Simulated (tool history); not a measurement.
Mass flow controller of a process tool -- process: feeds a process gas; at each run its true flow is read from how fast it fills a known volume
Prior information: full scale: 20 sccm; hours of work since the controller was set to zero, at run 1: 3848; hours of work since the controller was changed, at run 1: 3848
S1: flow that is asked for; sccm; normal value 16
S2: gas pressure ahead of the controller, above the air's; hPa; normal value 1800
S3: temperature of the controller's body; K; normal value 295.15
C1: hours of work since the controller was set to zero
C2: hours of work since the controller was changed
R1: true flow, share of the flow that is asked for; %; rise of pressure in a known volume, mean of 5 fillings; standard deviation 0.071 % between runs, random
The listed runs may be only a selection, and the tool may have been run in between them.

{"run": 1, "hour": 0.0, "S1": 16, "S2": 1800, "S3": 295.15, "C1": 3848, "C2": 3848, "R1": 96.9}
{"run": 2, "hour": 109.9, "S1": 16, "S2": 1800, "S3": 302.15, "C1": 3922, "C2": 3922, "R1": 96.25}
{"run": 3, "hour": 182.3, "S1": 16, "S2": 1800, "S3": 302.15, "C1": 3971, "C2": 3971, "R1": 96.1}
{"run": 4, "hour": 269.5, "S1": 16, "S2": 1800, "S3": 302.15, "C1": 4030, "C2": 4030, "R1": 96.0}
{"run": 5, "hour": 434.4, "S1": 16, "S2": 1800, "S3": 302.15, "C1": 4140, "C2": 4140, "R1": 95.99}
{"run": 6, "hour": 553.6, "S1": 16, "S2": 1800, "S3": 302.15, "C1": 4221, "C2": 4221, "R1": 96.04}
{"run": 7, "hour": 624.9, "S1": 16, "S2": 2290, "S3": 295.15, "C1": 4268, "C2": 4268, "R1": 96.23}
{"run": 8, "hour": 734.4, "S1": 16, "S2": 2290, "S3": 295.15, "C1": 4342, "C2": 4342, "R1": 96.26}
{"run": 9, "hour": 881.8, "S1": 16, "S2": 2440, "S3": 295.15, "C1": 4441, "C2": 4441, "R1": 96.19}
{"hour": 932.3, "done": "controller's zero set anew"}
{"run": 10, "hour": 1039.5, "S1": 16, "S2": 1800, "S3": 295.15, "C1": 72, "C2": 4547, "R1": 97.97}
{"run": 11, "hour": 1135.4, "S1": 16, "S2": 1800, "S3": 295.15, "C1": 137, "C2": 4611, "R1": 97.73}
{"run": 12, "hour": 1207.3, "S1": 16, "S2": 1800, "S3": 295.15, "C1": 185, "C2": 4660, "R1": 97.61}
{"run": 13, "hour": 1337.9, "S1": 16, "S2": 1800, "S3": 295.15, "C1": 273, "C2": 4747, "R1": 97.71}
{"run": 14, "hour": 1439.3, "S1": 16, "S2": 1800, "S3": 299.15, "C1": 341, "C2": 4816, "R1": 97.24}
{"run": 15, "hour": 1544.7, "S1": 16, "S2": 1800, "S3": 295.15, "C1": 412, "C2": 4887, "R1": 97.53}
{"run": 16, "hour": 1650.8, "S1": 16, "S2": 1800, "S3": 295.15, "C1": 483, "C2": 4958, "R1": 97.57}
{"run": 17, "hour": 1755.6, "S1": 16, "S2": 1800, "S3": 295.15, "C1": 554, "C2": 5028, "R1": 97.34}
{"run": 18, "hour": 1850.3, "S1": 16, "S2": 1800, "S3": 295.15, "C1": 617, "C2": 5092, "R1": 97.51}
{"run": 19, "hour": 1922.7, "S1": 16, "S2": 1800, "S3": 295.15, "C1": 666, "C2": 5141, "R1": 97.42}
{"run": 20, "hour": 2004.4, "S1": 16, "S2": 1800, "S3": 295.15, "C1": 721, "C2": 5196, "R1": 97.31}
{"run": 21, "hour": 2116.1, "S1": 2, "S2": 1800, "S3": 295.15, "C1": 796, "C2": 5271, "R1": 93.13}
{"run": 22, "hour": 2194.6, "S1": 2, "S2": 1800, "S3": 295.15, "C1": 849, "C2": 5323, "R1": 92.89}
{"run": 23, "hour": 2299.1, "S1": 7, "S2": 2720, "S3": 301.15, "C1": 919, "C2": 5394, "R1": 94.57}
{"run": 24, "hour": 2422.5, "S1": 3, "S2": 2590, "S3": 312.15, "C1": 1002, "C2": 5477, "R1": 91.78}
{"run": 25, "hour": 2580.3, "S1": 2, "S2": 1470, "S3": 312.15, "C1": 1108, "C2": 5583, "R1": 90.77}
{"run": 26, "hour": 2743.2, "S1": 10, "S2": 2430, "S3": 295.15, "C1": 1217, "C2": 5692, "R1": 95.59}
{"run": 27, "hour": 2881.7, "S1": 10, "S2": 2430, "S3": 295.15, "C1": 1311, "C2": 5785, "R1": 95.46}
{"run": 28, "hour": 3030.3, "S1": 10, "S2": 2430, "S3": 295.15, "C1": 1410, "C2": 5885, "R1": 95.64}
{"run": 29, "hour": 3129.4, "S1": 16, "S2": 1800, "S3": 312.15, "C1": 1477, "C2": 5952, "R1": 95.32}
{"run": 30, "hour": 3281.0, "S1": 16, "S2": 1800, "S3": 312.15, "C1": 1579, "C2": 6054, "R1": 95.18}
{"run": 31, "hour": 3351.2, "S1": 16, "S2": 1800, "S3": 312.15, "C1": 1626, "C2": 6101, "R1": 95.2}
{"run": 32, "hour": 3482.0, "S1": 6, "S2": 1800, "S3": 303.15, "C1": 1714, "C2": 6189, "R1": 93.49}
{"run": 33, "hour": 3590.4, "S1": 6, "S2": 1800, "S3": 303.15, "C1": 1787, "C2": 6262, "R1": 93.53}
{"run": 34, "hour": 3717.1, "S1": 16, "S2": 2720, "S3": 295.15, "C1": 1872, "C2": 6347, "R1": 95.97}
{"run": 35, "hour": 3865.6, "S1": 4, "S2": 2720, "S3": 310.15, "C1": 1972, "C2": 6447, "R1": 90.84}
{"run": 36, "hour": 4013.8, "S1": 4, "S2": 2720, "S3": 310.15, "C1": 2072, "C2": 6546, "R1": 90.67}
{"run": 37, "hour": 4124.9, "S1": 4, "S2": 2720, "S3": 310.15, "C1": 2146, "C2": 6621, "R1": 90.48}
{"run": 38, "hour": 4214.6, "S1": 4, "S2": 2720, "S3": 310.15, "C1": 2207, "C2": 6681, "R1": 90.4}
{"run": 39, "hour": 4377.2, "S1": 4, "S2": 2720, "S3": 310.15, "C1": 2316, "C2": 6791, "R1": 90.23}
{"run": 40, "hour": 4536.2, "S1": 2, "S2": 1840, "S3": 299.15, "C1": 2423, "C2": 6898, "R1": 87.51}
{"run": 41, "hour": 4611.5, "S1": 13, "S2": 1800, "S3": 295.15, "C1": 2474, "C2": 6948, "R1": 95.41}
{"run": 42, "hour": 4704.8, "S1": 15, "S2": 2090, "S3": 306.15, "C1": 2536, "C2": 7011, "R1": 94.72}
{"run": 43, "hour": 4861.6, "S1": 6, "S2": 1570, "S3": 304.15, "C1": 2642, "C2": 7116, "R1": 92.24}
{"run": 44, "hour": 5014.5, "S1": 6, "S2": 1570, "S3": 304.15, "C1": 2744, "C2": 7219, "R1": 92.19}

Below, some changes in R1 between adjacent runs. For each, the amount present without the hidden state too (settings, incoming material, random variation) and the amount remaining for the hidden state with gauge scatter not shared by both compared results:
What the log doesn't record here: flow at rest that the sensor doesn't see, % of full scale; true flow over the shown one, %; drift of the gauge itself on true_pct, %.
Run 25 -> 26: S1 2 -> 10, S2 1470 -> 2430, S3 312.15 -> 295.15. R1 +4.82 %: hidden state +2.70, all else +2.12.
Run 34 -> 35: S1 16 -> 4, S3 295.15 -> 310.15. R1 -5.13 %: hidden state -2.34, all else -2.79.
Run 39 -> 40: S1 4 -> 2, S2 2720 -> 1840, S3 310.15 -> 299.15. R1 -2.72 %: hidden state -3.81, all else +1.09.
Run 40 -> 41: S1 2 -> 13, S2 1840 -> 1800, S3 299.15 -> 295.15. R1 +7.90 %: hidden state +6.10, all else +1.80.
